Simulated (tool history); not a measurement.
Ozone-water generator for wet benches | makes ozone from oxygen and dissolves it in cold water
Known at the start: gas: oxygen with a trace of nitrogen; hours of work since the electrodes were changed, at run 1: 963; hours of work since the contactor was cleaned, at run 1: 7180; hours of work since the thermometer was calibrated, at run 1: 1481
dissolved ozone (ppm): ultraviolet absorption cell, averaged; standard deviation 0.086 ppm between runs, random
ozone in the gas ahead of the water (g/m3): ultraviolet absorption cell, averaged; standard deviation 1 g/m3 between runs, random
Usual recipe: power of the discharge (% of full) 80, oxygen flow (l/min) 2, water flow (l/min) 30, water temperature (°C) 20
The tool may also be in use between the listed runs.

run	hour	power of the discharge (% of full)	oxygen flow (l/min)	water flow (l/min)	water temperature (°C)	hours of work since the electrodes were changed	hours of work since the contactor was cleaned	hours of work since the thermometer was calibrated	dissolved ozone (ppm)	ozone in the gas ahead of the water (g/m3)
1	0	80	2	30	20	963	7180	1481	5.66	177.5
2	25.2	41	2	30	20	985	7201	1503	3.13	99.4
3	50.7	41	2	30	20	1006	7223	1524	3.26	98.7
4	78.6	66	2	30	20	1030	7247	1548	4.84	149
5	105.9	66	2	30	20	1053	7270	1571	4.86	148.4
6	120.3	72	1.14	30	20	1065	7282	1583	4.45	220.6
7	143.7	72	1.14	30	20	1085	7302	1603	4.4	221.2
8	157	72	1.14	25	17	1097	7313	1614	5.54	220
9	171.5	72	2.86	26	17	1109	7326	1627	6.8	131.7
10	199.7	72	2.86	26	17	1133	7349	1651	6.77	131.5

Alternative continuations, all from the tool just after run 10; predict every row:
A	228.4	73	2.16	30	20	1157	7374	1675	?	?
B	228.4	74	1.54	18	17	1157	7374	1675	?	?
C	228.4	72	1.34	26	19	1157	7374	1675	?	?

run	dissolved ozone (ppm)	ozone in the gas ahead of the water (g/m3)
A	5.55	156
B	9.33	189.6
C	5.57	201
Had the tool no hidden state, the same runs would have come out as:
run	dissolved ozone (ppm)	ozone in the gas ahead of the water (g/m3)
A	6.2	158.7
B	10.24	193
C	6.21	204.6
